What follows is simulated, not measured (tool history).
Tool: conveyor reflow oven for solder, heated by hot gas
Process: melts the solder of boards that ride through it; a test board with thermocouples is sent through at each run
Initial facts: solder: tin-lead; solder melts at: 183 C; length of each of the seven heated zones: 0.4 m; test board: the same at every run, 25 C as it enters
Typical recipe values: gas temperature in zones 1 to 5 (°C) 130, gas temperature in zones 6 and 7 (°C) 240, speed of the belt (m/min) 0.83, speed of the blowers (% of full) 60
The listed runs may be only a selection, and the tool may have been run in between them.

| run | hour | gas temperature in zones 1 to 5 (°C) | gas temperature in zones 6 and 7 (°C) | speed of the belt (m/min) | speed of the blowers (% of full) | highest temperature of the board (°C) | time above the solder's melting point (s) |
|---|---|---|---|---|---|---|---|
| 1 | 0 | 130 | 240 | 0.83 | 60 | 211.6 | 36.6 |
| 2 | 39.2 | 130 | 240 | 0.83 | 60 | 211.9 | 36.4 |
|  | 64.3 | flux residue cleaned out of gas plates and filters |
| 3 | 95.5 | 130 | 240 | 0.83 | 60 | 210.9 | 35.3 |
| 4 | 147.1 | 130 | 240 | 0.83 | 60 | 210.5 | 35.7 |
| 5 | 209.6 | 130 | 238 | 0.83 | 60 | 208.8 | 34 |
| 6 | 267 | 130 | 238 | 0.83 | 60 | 208.9 | 33.8 |
| 7 | 305.8 | 130 | 238 | 0.83 | 60 | 208.7 | 34.3 |
|  | 334.4 | flux residue cleaned out of gas plates and filters, once more |
| 8 | 351.7 | 130 | 240 | 0.721 | 60 | 219.2 | 48.7 |
| 9 | 409 | 130 | 254 | 0.721 | 60 | 231 | 55.5 |
| 10 | 447.9 | 130 | 240 | 0.83 | 60 | 213.7 | 38.1 |
| 11 | 491.4 | 130 | 240 | 0.83 | 60 | 213.4 | 38 |
| 12 | 538.8 | 115 | 240 | 0.83 | 60 | 209.5 | 31.4 |
| 13 | 583.4 | 115 | 240 | 0.83 | 60 | 208.9 | 32.2 |
|  | 595.6 | thermocouples of zones 6 and 7 changed |
| 14 | 659.6 | 115 | 240 | 0.83 | 60 | 208.1 | 30.9 |
| 15 | 714.8 | 130 | 240 | 0.83 | 60 | 211.4 | 36.5 |
| 16 | 753.5 | 130 | 240 | 0.83 | 60 | 211.9 | 35.9 |
| 17 | 825.5 | 130 | 240 | 0.83 | 60 | 211.3 | 36.7 |
| 18 | 889.4 | 130 | 240 | 0.718 | 60 | 217.3 | 48.1 |
|  | 912.1 | flux residue cleaned out of gas plates and filters |
| 19 | 964.5 | 116 | 235 | 0.718 | 75 | 217.1 | 45.2 |
| 20 | 1036 | 116 | 235 | 0.718 | 75 | 217.3 | 44.7 |
| 21 | 1097.1 | 116 | 231 | 0.854 | 70 | 205.1 | 27.8 |
| 22 | 1155.7 | 116 | 236 | 0.861 | 70 | 208.4 | 30.8 |
| 23 | 1205.5 | 116 | 248 | 0.785 | 86 | 227.4 | 47 |
| 24 | 1270.3 | 130 | 240 | 0.83 | 60 | 212.6 | 37.3 |
| 25 | 1316.6 | 121 | 240 | 0.696 | 78 | 223.3 | 51.9 |
| 26 | 1375.1 | 121 | 240 | 0.696 | 78 | 223.3 | 51.9 |
| 27 | 1415.9 | 121 | 240 | 0.696 | 78 | 223 | 51.4 |
| 28 | 1465.6 | 123 | 240 | 0.986 | 60 | 201.4 | 21.6 |
|  | 1485 | flux residue cleaned out of gas plates and filters |
| 29 | 1534.2 | 123 | 240 | 0.986 | 60 | 203.4 | 23.2 |
| 30 | 1601.4 | 119 | 231 | 0.707 | 52 | 207 | 37.3 |
| 31 | 1648.6 | 119 | 231 | 0.707 | 52 | 206.9 | 36.9 |

Pick out some run-to-run changes in highest temperature of the board (°C). Of each, how much would a tool without hidden state show as well, from the settings, what came in and chance, and how much is left for the hidden state and any gauge scatter not in both results compared?
What the log doesn't record here: heat that the gas passes to the board, % of a clean oven's; belt's true speed, % of the reading; true gas temperature in zones 6 and 7 over the reading, C; drift of the gauge itself on peak_c, C; drift of the gauge itself on liquid_s, %.
Run 7 -> 8: gas temperature in zones 6 and 7 (°C) 238 -> 240, speed of the belt (m/min) 0.83 -> 0.721, flux residue cleaned out of gas plates and filters, once more. highest temperature of the board (°C) +10.5: hidden state +3.5, all else +7.
Run 9 -> 10: gas temperature in zones 6 and 7 (°C) 254 -> 240, speed of the belt (m/min) 0.721 -> 0.83. highest temperature of the board (°C) -17.3: hidden state -0.2, all else -17.1.
Run 18 -> 19: gas temperature in zones 1 to 5 (°C) 130 -> 116, gas temperature in zones 6 and 7 (°C) 240 -> 235, speed of the blowers (% of full) 60 -> 75, flux residue cleaned out of gas plates and filters. highest temperature of the board (°C) -0.2: hidden state +1.6, all else -1.8.
Run 22 -> 23: gas temperature in zones 6 and 7 (°C) 236 -> 248, speed of the belt (m/min) 0.861 -> 0.785, speed of the blowers (% of full) 70 -> 86. highest temperature of the board (°C) +19: hidden state -0.3, all else +19.3.
Run 27 -> 28: gas temperature in zones 1 to 5 (°C) 121 -> 123, speed of the belt (m/min) 0.696 -> 0.986, speed of the blowers (% of full) 78 -> 60. highest temperature of the board (°C) -21.6: hidden state -0.3, all else -21.3.
Run 28 -> 29: flux residue cleaned out of gas plates and filters. highest temperature of the board (°C) +2: hidden state +2, all else +0.
